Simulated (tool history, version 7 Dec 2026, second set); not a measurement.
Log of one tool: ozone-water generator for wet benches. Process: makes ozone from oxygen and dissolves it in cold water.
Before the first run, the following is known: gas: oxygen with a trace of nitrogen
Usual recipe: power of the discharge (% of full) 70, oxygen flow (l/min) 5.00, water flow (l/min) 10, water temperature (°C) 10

run    hour  power of the discharge (% of full)  oxygen flow (l/min)  water flow (l/min)  water temperature (°C)  dissolved ozone (ppm)  ozone in the gas ahead of the water (g/m3)
  1     0.0                                  70                 5.00                  10                      10                   29.2                                       166.6
  2   138.3                                  70                 5.00                  10                      10                   28.6                                       167.1
  3   329.5                                  70                 5.00                  10                      10                   28.7                                       164.6
  4   509.5                                  70                 5.00                  10                      10                   28.2                                       164.2
  5   601.4                                  70                 5.00                  10                      10                   28.3                                       165.6
  6   756.4                                  70                 5.00                  10                      10                   28.3                                       162.4
  7   902.9                                  70                 5.00                  10                      10                   28.1                                       162.8
  8  1033.9                                  70                 5.00                  10                      10                   27.4                                       162.3
  9  1161.4                                  70                 3.37                  10                      10                   29.5                                       211.1
 10  1284.3                                  70                 3.37                  10                      10                   29.4                                       207.5
 11  1484.3                                  70                 7.34                  10                      10                   24.9                                       122.7
 12  1611.0                                  70                 7.34                  10                      10                   25.1                                       122.3
 13  1717.2                                  70                 5.00                  10                      10                   27.3                                       160.4
 14  1807.0                                  70                 5.00                  10                      15                   24.6                                       160.3
     1932.2  -- contactor cleaned
 15  1945.6                                  43                 5.00                  10                      10                   21.6                                       117.1
 16  2069.5                                  43                 5.00                  10                      10                   21.7                                       116.9
 17  2246.0                                  43                 5.00                  10                       7                   22.7                                       116.4
 18  2396.0                                  98                 4.86                   9                      15                   34.5                                       195.2
 19  2599.4                                  42                 5.68                   6                      17                   22.6                                       104.9
 20  2718.9                                  62                 7.20                   6                      17                   25.7                                       113.2
 21  2871.9                                  62                 7.20                   6                      17                   25.5                                       111.6
 22  3065.7                                  79                 5.00                  11                      10                   28.2                                       164.7
 23  3287.1                                  79                 5.00                  11                      10                   27.9                                       165.5
     3332.1  -- water thermometer calibrated
 24  3458.9                                  79                 5.00                  11                      10                   28.4                                       163.1
 25  3599.5                                  70                 5.00                  10                      12                   26.5                                       152.7
 26  3715.0                                  70                 7.47                  10                       5                   27.2                                       116.7
 27  3844.1                                  96                 3.65                  10                      10                   34.7                                       222.2
 28  3968.3                                  70                 2.51                  10                      10                   29.7                                       238.3
 29  4092.1                                  70                 5.00                   9                       7                   30.6                                       149.7
 30  4255.7                                  62                 5.00                  14                      11                   19.6                                       138.8
 31  4374.1                                  91                 5.00                  10                      12                   30.2                                       172.5
 32  4471.6                                  70                 5.00                   8                       6                   32.5                                       146.5
 33  4689.7                                  70                 5.00                   8                       6                   32.5                                       147.3

Alternative continuations, all from the tool just after run 33; predict every row:
  A  4792.1                                  70                 4.34                  10                       5                      ?                                           ?
  B  4792.1                                  93                 3.40                   8                       5                      ?                                           ?
  C  4792.1                                  70                 5.36                  10                      10                      ?                                           ?

run  dissolved ozone (ppm)  ozone in the gas ahead of the water (g/m3)
  A                   29.3                                       160.6
  B                   41.6                                       223.1
  C                   26.1                                       139.9
Without the tool's unlogged condition, the same runs would have read:
run  dissolved ozone (ppm)  ozone in the gas ahead of the water (g/m3)
  A                   36.6                                       194.9
  B                   53.6                                       280.1
  C                   32.5                                       169.6
